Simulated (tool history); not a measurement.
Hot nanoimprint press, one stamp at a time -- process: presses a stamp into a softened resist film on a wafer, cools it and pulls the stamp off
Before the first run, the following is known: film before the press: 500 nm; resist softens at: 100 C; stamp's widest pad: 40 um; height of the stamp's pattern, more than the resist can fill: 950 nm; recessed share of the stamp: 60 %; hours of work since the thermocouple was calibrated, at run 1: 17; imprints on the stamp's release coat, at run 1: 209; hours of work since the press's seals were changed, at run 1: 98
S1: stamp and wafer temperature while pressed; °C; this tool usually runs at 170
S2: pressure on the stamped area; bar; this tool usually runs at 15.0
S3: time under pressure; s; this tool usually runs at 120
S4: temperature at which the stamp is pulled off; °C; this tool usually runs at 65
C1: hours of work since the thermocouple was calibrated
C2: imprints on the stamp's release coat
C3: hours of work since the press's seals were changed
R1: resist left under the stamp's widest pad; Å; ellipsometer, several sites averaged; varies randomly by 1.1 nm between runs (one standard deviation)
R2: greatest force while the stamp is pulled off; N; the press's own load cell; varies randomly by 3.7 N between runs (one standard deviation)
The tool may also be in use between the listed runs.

run   hour   S1    S2   S3  S4  C1   C2   C3    R1   R2
  1    0.0  170  15.0  120  65  17  209   98  2066  206
  2    5.1  170  15.0  120  65  21  226  102  2060  206
  3    9.4  170  15.0  120  65  24  240  105  2042  200
  4   17.7  170  15.0  120  65  31  266  111  2045  208
  5   24.6  170  15.0  120  65  36  288  117  2053  207
  6   29.6  170  15.0  120  65  40  304  121  2069  203
  7   37.1  170  15.0  120  65  46  328  127  2040  203
  8   44.9  170  15.0  120  65  52  353  133  2049  201
  9   52.0  170  15.0  120  65  58  376  138  2032  198
 10   56.2  173  15.0  120  63  61  389  142  1767  212
 11   60.4  173  13.6  101  52  64  403  145  2011  267
 12   70.1  173  13.6  101  52  72  434  153  1989  264
 13   74.5  164  22.8  110  56  76  448  156  2329  246
 14   81.7  177  15.0  164  65  81  471  162  1273  205
 15   89.6  164   9.8  164  69  87  496  168  2794  186
 16   94.3  164   9.8  164  69  91  511  172  2826  179
 17  102.6  177  21.6  164  60  98  538  178  1064  230

Branching from run 17: 5 alternative next runs. What would each branch give?
  A  108.5  165  16.5  163  65  102  557  183   ?   ?
  B  108.5  177  21.6  103  72  102  557  183   ?   ?
  C  108.5  176  19.2  120  65  102  557  183   ?   ?
  D  108.5  170  12.0   83  65  102  557  183   ?   ?
  E  108.5  177  21.6  172  57  102  557  183   ?   ?

run    R1   R2
  A  2180  205
  B  1298  170
  C  1367  203
  D  2563  203
  E  1047  241
Without the tool's hidden state the same runs would have given:
run    R1   R2
  A  2218  204
  B  1321  170
  C  1391  203
  D  2608  203
  E  1065  240
